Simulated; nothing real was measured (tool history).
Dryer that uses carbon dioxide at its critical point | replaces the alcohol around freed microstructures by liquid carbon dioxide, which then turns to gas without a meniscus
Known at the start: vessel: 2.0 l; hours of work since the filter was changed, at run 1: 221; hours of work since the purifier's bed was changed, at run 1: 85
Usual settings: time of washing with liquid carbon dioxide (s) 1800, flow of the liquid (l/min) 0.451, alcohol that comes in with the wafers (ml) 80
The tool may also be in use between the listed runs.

| run | day | time of washing with liquid carbon dioxide (s) | flow of the liquid (l/min) | alcohol that comes in with the wafers (ml) | hours of work since the filter was changed | hours of work since the purifier's bed was changed | alcohol left in the vessel before it's heated (ppm by volume) |
|---|---|---|---|---|---|---|---|
| 1 | 0.000 | 1800 | 0.451 | 80 | 221 | 85 | 190 |
| 2 | 0.350 | 1800 | 0.451 | 80 | 224 | 87 | 199 |
| 3 | 0.617 | 1800 | 0.451 | 80 | 226 | 89 | 199 |
| 4 | 0.933 | 1800 | 0.451 | 80 | 228 | 92 | 211 |
| 5 | 1.167 | 1800 | 0.451 | 91 | 230 | 94 | 229 |
| 6 | 1.388 | 1800 | 0.451 | 91 | 232 | 95 | 236 |
| 7 | 1.642 | 1800 | 0.451 | 80 | 234 | 97 | 205 |
| 8 | 1.879 | 1800 | 0.451 | 38 | 235 | 99 | 105 |
| 9 | 2.208 | 1320 | 0.451 | 80 | 238 | 101 | 782 |
| 10 | 2.433 | 1800 | 0.451 | 80 | 239 | 103 | 203 |
| 11 | 2.625 | 1800 | 0.451 | 80 | 241 | 104 | 222 |
| 12 | 2.950 | 1800 | 0.451 | 80 | 243 | 107 | 216 |
| 13 | 3.158 | 1800 | 0.451 | 80 | 245 | 108 | 217 |
| 14 | 3.496 | 1680 | 0.451 | 80 | 247 | 111 | 299 |
| 15 | 3.717 | 1620 | 0.451 | 80 | 249 | 112 | 354 |
| 16 | 3.917 | 1800 | 0.451 | 80 | 251 | 114 | 217 |
| 17 | 4.233 | 1800 | 0.451 | 80 | 253 | 116 | 223 |
| 18 | 4.429 | 1800 | 0.451 | 80 | 254 | 118 | 219 |
| 19 | 4.658 | 1740 | 0.451 | 80 | 256 | 120 | 267 |
| 20 | 4.967 | 1740 | 0.451 | 80 | 258 | 122 | 255 |
| 21 | 5.212 | 1740 | 0.451 | 80 | 260 | 124 | 262 |
| 22 | 5.492 | 1740 | 0.451 | 80 | 262 | 126 | 269 |
| 23 | 5.733 | 1740 | 0.451 | 80 | 264 | 127 | 262 |
| 24 | 6.021 | 1800 | 0.588 | 80 | 266 | 130 | 65 |
| 25 | 6.350 | 1800 | 0.588 | 80 | 269 | 132 | 73 |
| 26 | 6.508 | 2880 | 0.451 | 71 | 270 | 133 | 39 |
| 27 | 6.833 | 2880 | 0.451 | 71 | 272 | 136 | 32 |
| 28 | 7.029 | 1800 | 0.321 | 80 | 274 | 137 | 1029 |
| 29 | 7.342 | 2100 | 0.451 | 32 | 276 | 139 | 67 |
| 30 | 7.521 | 2100 | 0.484 | 32 | 277 | 141 | 54 |
| 31 | 7.762 | 1740 | 0.440 | 32 | 279 | 143 | 143 |
| 32 | 8.071 | 2160 | 0.569 | 32 | 281 | 145 | 39 |
| 33 | 8.354 | 1800 | 0.451 | 86 | 284 | 147 | 246 |
| 34 | 8.650 | 1800 | 0.451 | 86 | 286 | 149 | 250 |
| 35 | 8.896 | 2580 | 0.451 | 70 | 288 | 151 | 51 |
| 36 | 9.212 | 2640 | 0.451 | 53 | 290 | 153 | 42 |
| 37 | 9.417 | 2640 | 0.451 | 33 | 291 | 155 | 52 |
| 38 | 9.788 | 2640 | 0.451 | 33 | 294 | 158 | 38 |
| 39 | 9.962 | 2760 | 0.340 | 54 | 295 | 159 | 110 |
| 40 | 10.238 | 2400 | 0.685 | 49 | 297 | 161 | 32 |
| 41 | 10.400 | 2400 | 0.685 | 49 | 299 | 162 | 37 |
| 42 | 10.567 | 1800 | 0.731 | 25 | 300 | 163 | 30 |
| 43 | 10.888 | 1260 | 0.451 | 21 | 302 | 166 | 299 |
| 44 | 11.179 | 2580 | 0.451 | 21 | 305 | 168 | 35 |
| 45 | 11.550 | 1560 | 0.290 | 77 | 307 | 171 | 2352 |
| 46 | 11.758 | 1560 | 0.290 | 77 | 309 | 172 | 2333 |
| 47 | 12.008 | 1560 | 0.290 | 77 | 311 | 174 | 2373 |

Measured less the same run without the tool's hidden state. The same run-to-run variation is in both; the gauge's scatter may not be:
The hidden state here: flow that reaches the vessel past the clogged filter, %; alcohol in the recycled carbon dioxide, ppm; drift of the gauge itself on alcohol_ppm, %.
| run | alcohol left in the vessel before it's heated (ppm by volume) |
|---|---|
| 1 | +95 |
| 2 | +95 |
| 3 | +99 |
| 4 | +97 |
| 5 | +111 |
| 6 | +110 |
| 7 | +102 |
| 8 | +61 |
| 9 | +298 |
| 10 | +104 |
| 11 | +108 |
| 12 | +112 |
| 13 | +108 |
| 14 | +141 |
| 15 | +162 |
| 16 | +112 |
| 17 | +115 |
| 18 | +116 |
| 19 | +133 |
| 20 | +134 |
| 21 | +137 |
| 22 | +137 |
| 23 | +136 |
| 24 | +44 |
| 25 | +47 |
| 26 | +30 |
| 27 | +31 |
| 28 | +416 |
| 29 | +47 |
| 30 | +40 |
| 31 | +81 |
| 32 | +31 |
| 33 | +142 |
| 34 | +145 |
| 35 | +41 |
| 36 | +38 |
| 37 | +35 |
| 38 | +35 |
| 39 | +71 |
| 40 | +30 |
| 41 | +31 |
| 42 | +30 |
| 43 | +146 |
| 44 | +35 |
| 45 | +841 |
| 46 | +837 |
| 47 | +856 |

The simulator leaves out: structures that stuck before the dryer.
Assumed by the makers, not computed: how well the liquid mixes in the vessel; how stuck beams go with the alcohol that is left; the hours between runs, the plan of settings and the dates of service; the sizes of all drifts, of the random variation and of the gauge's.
